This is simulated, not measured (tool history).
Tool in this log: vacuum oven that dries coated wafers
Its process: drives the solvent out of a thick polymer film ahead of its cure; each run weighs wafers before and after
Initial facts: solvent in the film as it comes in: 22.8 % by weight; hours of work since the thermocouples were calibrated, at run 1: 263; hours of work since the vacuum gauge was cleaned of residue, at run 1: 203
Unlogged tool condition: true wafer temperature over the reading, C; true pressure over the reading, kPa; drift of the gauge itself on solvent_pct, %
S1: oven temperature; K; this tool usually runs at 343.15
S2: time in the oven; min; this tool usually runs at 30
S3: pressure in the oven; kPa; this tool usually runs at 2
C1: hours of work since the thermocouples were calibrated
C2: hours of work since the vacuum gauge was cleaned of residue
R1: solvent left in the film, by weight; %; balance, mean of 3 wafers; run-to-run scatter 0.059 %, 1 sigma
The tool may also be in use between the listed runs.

| run | hour | S1 | S2 | S3 | C1 | C2 | R1 |
|---|---|---|---|---|---|---|---|
| 1 | 0 | 343.15 | 30 | 2 | 263 | 203 | 3.15 |
| 2 | 10.7 | 343.15 | 50 | 2 | 270 | 211 | 2.33 |
| 3 | 19.6 | 343.15 | 30 | 2 | 277 | 217 | 3.16 |
| 4 | 32.2 | 358.15 | 30 | 2 | 286 | 226 | 1.18 |
| 5 | 42.5 | 343.15 | 22 | 2 | 293 | 233 | 4.16 |
| 6 | 52.8 | 343.15 | 30 | 2 | 300 | 241 | 3.09 |
| 7 | 63.4 | 343.15 | 30 | 2 | 308 | 248 | 3.09 |
| 8 | 72.8 | 343.15 | 19 | 2 | 315 | 255 | 4.79 |
| 9 | 83 | 343.15 | 19 | 2 | 322 | 262 | 4.89 |
| 10 | 95.3 | 354.15 | 28 | 1.76 | 331 | 271 | 1.24 |
| 11 | 102 | 354.15 | 53 | 4.22 | 336 | 276 | 2.95 |

Below are 3 alternative next runs, each starting from the tool's condition after run 11. Predict each:
| A | 113.9 | 335.15 | 38 | 2 | 344 | 284 | ? |
| B | 113.9 | 330.15 | 30 | 2.78 | 344 | 284 | ? |
| C | 113.9 | 331.15 | 30 | 2 | 344 | 284 | ? |

| run | R1 |
|---|---|
| A | 5.59 |
| B | 10.57 |
| C | 9.07 |
Without the tool's hidden state the same runs would have given:
| run | R1 |
|---|---|
| A | 5.58 |
| B | 10.57 |
| C | 9.07 |

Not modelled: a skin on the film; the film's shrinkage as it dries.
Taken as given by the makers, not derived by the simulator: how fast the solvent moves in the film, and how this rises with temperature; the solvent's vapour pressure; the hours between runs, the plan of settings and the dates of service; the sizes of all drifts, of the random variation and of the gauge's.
